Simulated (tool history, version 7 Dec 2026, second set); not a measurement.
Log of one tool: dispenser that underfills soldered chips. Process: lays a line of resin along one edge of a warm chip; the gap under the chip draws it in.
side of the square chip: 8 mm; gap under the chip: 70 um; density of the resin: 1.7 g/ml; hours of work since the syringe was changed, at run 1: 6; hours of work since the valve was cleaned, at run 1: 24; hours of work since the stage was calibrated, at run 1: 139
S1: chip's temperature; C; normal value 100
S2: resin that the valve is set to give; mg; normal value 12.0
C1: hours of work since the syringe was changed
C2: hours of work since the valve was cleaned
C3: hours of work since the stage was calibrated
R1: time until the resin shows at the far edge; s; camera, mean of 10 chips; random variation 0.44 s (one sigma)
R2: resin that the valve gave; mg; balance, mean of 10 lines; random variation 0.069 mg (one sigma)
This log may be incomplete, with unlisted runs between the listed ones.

run 1 day=0.000 | S1=100 S2=12.0 | C1=6 C2=24 C3=139 | R1=41.1 R2=11.67
-- day=0.088 new syringe of resin
run 2 day=0.312 | S1=100 S2=12.0 | C1=4 C2=29 C3=144 | R1=38.3 R2=11.71
-- day=0.512 new syringe of resin
run 3 day=0.621 | S1=100 S2=12.0 | C1=2 C2=33 C3=148 | R1=36.4 R2=11.62
-- day=0.942 new syringe of resin
run 4 day=0.942 | S1=100 S2=12.8 | C1=0 C2=38 C3=153 | R1=34.4 R2=12.44
run 5 day=1.188 | S1=110 S2=12.8 | C1=4 C2=42 C3=157 | R1=27.8 R2=12.32
run 6 day=1.338 | S1=110 S2=12.8 | C1=6 C2=44 C3=160 | R1=30.5 R2=12.36
-- day=1.379 new syringe of resin
run 7 day=1.608 | S1=110 S2=12.8 | C1=4 C2=49 C3=164 | R1=27.2 R2=12.24
run 8 day=1.767 | S1=110 S2=10.7 | C1=6 C2=51 C3=166 | R1=30.8 R2=10.24
-- day=1.817 new syringe of resin
-- day=2.042 dispensing valve cleaned and set on the balance
run 9 day=2.092 | S1=110 S2=10.7 | C1=4 C2=1 C3=171 | R1=27.7 R2=10.81
-- day=2.296 new syringe of resin
run 10 day=2.417 | S1=110 S2=10.7 | C1=2 C2=6 C3=176 | R1=26.2 R2=10.73
-- day=2.725 new syringe of resin
run 11 day=2.725 | S1=110 S2=10.7 | C1=0 C2=10 C3=180 | R1=24.5 R2=10.53
run 12 day=2.975 | S1=100 S2=12.0 | C1=4 C2=14 C3=184 | R1=38.2 R2=11.85
-- day=3.167 new syringe of resin
run 13 day=3.208 | S1=96 S2=12.0 | C1=1 C2=18 C3=188 | R1=40.6 R2=11.71
run 14 day=3.392 | S1=96 S2=12.0 | C1=4 C2=21 C3=191 | R1=45.0 R2=11.73
-- day=3.621 new syringe of resin
run 15 day=3.654 | S1=96 S2=12.0 | C1=1 C2=25 C3=195 | R1=42.3 R2=11.75
run 16 day=4.000 | S1=96 S2=12.0 | C1=6 C2=30 C3=200 | R1=50.3 R2=11.79
-- day=4.071 new syringe of resin
run 17 day=4.362 | S1=96 S2=12.0 | C1=5 C2=36 C3=206 | R1=47.2 R2=11.68
-- day=4.504 new syringe of resin
run 18 day=4.571 | S1=91 S2=10.7 | C1=1 C2=39 C3=209 | R1=51.9 R2=10.40
-- day=4.933 new syringe of resin
run 19 day=4.958 | S1=91 S2=10.7 | C1=0 C2=45 C3=215 | R1=51.3 R2=10.24
run 20 day=5.283 | S1=87 S2=10.5 | C1=6 C2=50 C3=220 | R1=72.2 R2=10.03
-- day=5.388 new syringe of resin
run 21 day=5.462 | S1=90 S2=12.0 | C1=1 C2=53 C3=223 | R1=53.7 R2=11.39
-- day=5.608 dispensing valve cleaned and set on the balance
run 22 day=5.775 | S1=114 S2=15.3 | C1=6 C2=3 C3=227 | R1=25.0 R2=15.35
-- day=5.867 new syringe of resin
run 23 day=6.108 | S1=108 S2=14.6 | C1=4 C2=8 C3=232 | R1=29.5 R2=14.56
-- day=6.296 new syringe of resin
run 24 day=6.338 | S1=104 S2=12.4 | C1=1 C2=11 C3=235 | R1=30.9 R2=12.31
run 25 day=6.588 | S1=104 S2=12.4 | C1=5 C2=15 C3=240 | R1=35.3 R2=12.21
-- day=6.733 new syringe of resin
run 26 day=6.858 | S1=95 S2=12.0 | C1=2 C2=19 C3=244 | R1=46.2 R2=11.68
run 27 day=7.096 | S1=109 S2=14.0 | C1=6 C2=23 C3=247 | R1=30.8 R2=13.79
-- day=7.188 new syringe of resin
run 28 day=7.379 | S1=109 S2=14.0 | C1=3 C2=27 C3=252 | R1=28.1 R2=13.53
-- day=7.629 new syringe of resin
run 29 day=7.758 | S1=101 S2=10.2 | C1=2 C2=33 C3=258 | R1=38.4 R2=9.86

Branching from run 29: 5 alternative next runs. What would each branch give?
run A day=7.962 | S1=97 S2=12.1 | C1=5 C2=36 C3=261 | R1=? R2=?
run B day=7.962 | S1=95 S2=10.3 | C1=5 C2=36 C3=261 | R1=? R2=?
run C day=7.962 | S1=101 S2=12.2 | C1=5 C2=36 C3=261 | R1=? R2=?
run D day=7.962 | S1=109 S2=11.2 | C1=5 C2=36 C3=261 | R1=? R2=?
run E day=7.962 | S1=115 S2=10.2 | C1=5 C2=36 C3=261 | R1=? R2=?

run=A R1=47.8 R2=11.64
run=B R1=52.1 R2=9.97
run=C R1=40.7 R2=11.80
run=D R1=31.1 R2=10.79
run=E R1=26.2 R2=9.87
The same runs, with their run-to-run variation unchanged, on a tool lacking any hidden condition would have given:
run=A R1=36.7 R2=12.07
run=B R1=39.6 R2=10.33
run=C R1=31.2 R2=12.23
run=D R1=23.9 R2=11.18
run=E R1=20.0 R2=10.23

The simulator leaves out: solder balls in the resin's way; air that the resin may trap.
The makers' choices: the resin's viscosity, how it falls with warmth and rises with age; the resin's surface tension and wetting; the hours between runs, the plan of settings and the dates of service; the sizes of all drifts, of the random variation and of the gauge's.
